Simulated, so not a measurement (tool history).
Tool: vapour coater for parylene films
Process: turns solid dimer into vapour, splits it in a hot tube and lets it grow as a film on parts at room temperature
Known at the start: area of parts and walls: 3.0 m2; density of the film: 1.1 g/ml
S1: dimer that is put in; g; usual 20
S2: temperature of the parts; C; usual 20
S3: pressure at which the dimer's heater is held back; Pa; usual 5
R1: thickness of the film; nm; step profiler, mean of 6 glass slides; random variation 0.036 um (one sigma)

Run 1, hour 0: usual settings. Result: R1 3510 nm.
Run 2, hour 20.7: usual settings. Result: R1 3440 nm.
Run 3, hour 39.7: usual settings. Result: R1 3440 nm.
At hour 50.9: trap's valve overhauled.
Run 4, hour 64.2: usual settings but S1 14 g. Result: R1 2690 nm.
Run 5, hour 79.8: usual settings but S1 14 g. Result: R1 2690 nm.
Run 6, hour 100.8: usual settings. Result: R1 3820 nm.
Run 7, hour 110.4: usual settings. Result: R1 3800 nm.
Run 8, hour 121.1: usual settings. Result: R1 3780 nm.
Run 9, hour 130.8: usual settings but S3 6.01 Pa. Result: R1 3720 nm.
Run 10, hour 151.2: usual settings but S3 6.37 Pa. Result: R1 3620 nm.
Run 11, hour 172.4: usual settings but S2 18 C. Result: R1 4210 nm.
Run 12, hour 183: usual settings. Result: R1 3750 nm.
Run 13, hour 200.1: usual settings. Result: R1 3700 nm.
Run 14, hour 219.8: usual settings. Result: R1 3730 nm.
Run 15, hour 231.5: usual settings. Result: R1 3670 nm.
Run 16, hour 248: usual settings but S1 19 g. Result: R1 3520 nm.
Run 17, hour 268.2: usual settings but S1 19 g. Result: R1 3400 nm.
Run 18, hour 281: usual settings but S1 19 g. Result: R1 3440 nm.
Run 19, hour 301.1: usual settings but S1 18 g. Result: R1 3210 nm.
Run 20, hour 319: usual settings but S1 18 g. Result: R1 3200 nm.
Run 21, hour 330.8: usual settings but S1 18 g. Result: R1 3230 nm.
Run 22, hour 340.8: usual settings but S1 18 g. Result: R1 3230 nm.
Run 23, hour 361.9: usual settings but S1 18 g. Result: R1 3190 nm.
Run 24, hour 379.5: usual settings but S1 18 g. Result: R1 3200 nm.
Run 25, hour 392.6: usual settings but S1 18 g. Result: R1 3140 nm.
Run 26, hour 402.7: usual settings but S3 2.11 Pa. Result: R1 3890 nm.
Run 27, hour 413.2: usual settings but S1 29 g. Result: R1 5010 nm.
Run 28, hour 433.9: usual settings but S2 27 C, S3 8.18 Pa. Result: R1 2290 nm.
At hour 447.8: trap's valve overhauled.
Run 29, hour 452.4: usual settings but S2 27 C, S3 8.18 Pa. Result: R1 2590 nm.
Run 30, hour 465.1: usual settings but S2 27 C, S3 8.18 Pa. Result: R1 2610 nm.
Run 31, hour 478: usual settings but S1 27 g, S3 9.27 Pa. Result: R1 4850 nm.
Run 32, hour 499.2: usual settings but S1 18 g, S3 2.3 Pa. Result: R1 3830 nm.
Run 33, hour 516.5: usual settings but S1 26 g, S2 25 C, S3 2.3 Pa. Result: R1 4390 nm.
Run 34, hour 526.6: usual settings but S1 15 g, S2 13 C, S3 10.38 Pa. Result: R1 3720 nm.
Run 35, hour 539.2: usual settings but S1 13 g, S2 13 C, S3 10.38 Pa. Result: R1 3190 nm.
At hour 544.5: table's thermometer calibrated.
Run 36, hour 554: usual settings but S1 13 g, S2 13 C, S3 10.38 Pa. Result: R1 3070 nm.
Run 37, hour 571.7: usual settings but S1 24 g, S3 4.76 Pa. Result: R1 4430 nm.
Run 38, hour 584.7: usual settings but S1 18 g. Result: R1 3260 nm.
Run 39, hour 597: usual settings but S1 15 g, S2 22 C. Result: R1 2520 nm.
Run 40, hour 617.2: usual settings but S1 15 g, S2 22 C. Result: R1 2430 nm.
Run 41, hour 627.3: usual settings but S1 12 g, S2 22 C. Result: R1 1920 nm.
Run 42, hour 639.8: usual settings but S1 25 g, S3 10.64 Pa. Result: R1 4040 nm.
Run 43, hour 661.4: usual settings but S1 25 g, S3 7.22 Pa. Result: R1 4220 nm.
Run 44, hour 671.3: usual settings but S1 13 g, S2 18 C, S3 5.01 Pa. Result: R1 2560 nm.
Run 45, hour 691.8: usual settings but S1 11 g, S2 21 C. Result: R1 1840 nm.
Run 46, hour 709.9: usual settings but S1 21 g. Result: R1 3650 nm.
Run 47, hour 731.3: usual settings but S1 21 g. Result: R1 3660 nm.

4 ways to go on from here, each from the tool as it stands after run 47. What would each give?
Run A, hour 747.2: usual settings but S1 30 g, S2 30 C. Result: R1 ?.
Run B, hour 747.2: usual settings but S2 14 C. Result: R1 ?.
Run C, hour 747.2: usual settings but S3 9.43 Pa. Result: R1 ?.
Run D, hour 747.2: usual settings but S1 21 g, S2 15 C, S3 5.37 Pa. Result: R1 ?.

run    R1
  A  3180
  B  4640
  C  3240
  D  4650
Without the tool's hidden state the same runs would have given:
run    R1
  A  3490
  B  5090
  C  3540
  D  5100

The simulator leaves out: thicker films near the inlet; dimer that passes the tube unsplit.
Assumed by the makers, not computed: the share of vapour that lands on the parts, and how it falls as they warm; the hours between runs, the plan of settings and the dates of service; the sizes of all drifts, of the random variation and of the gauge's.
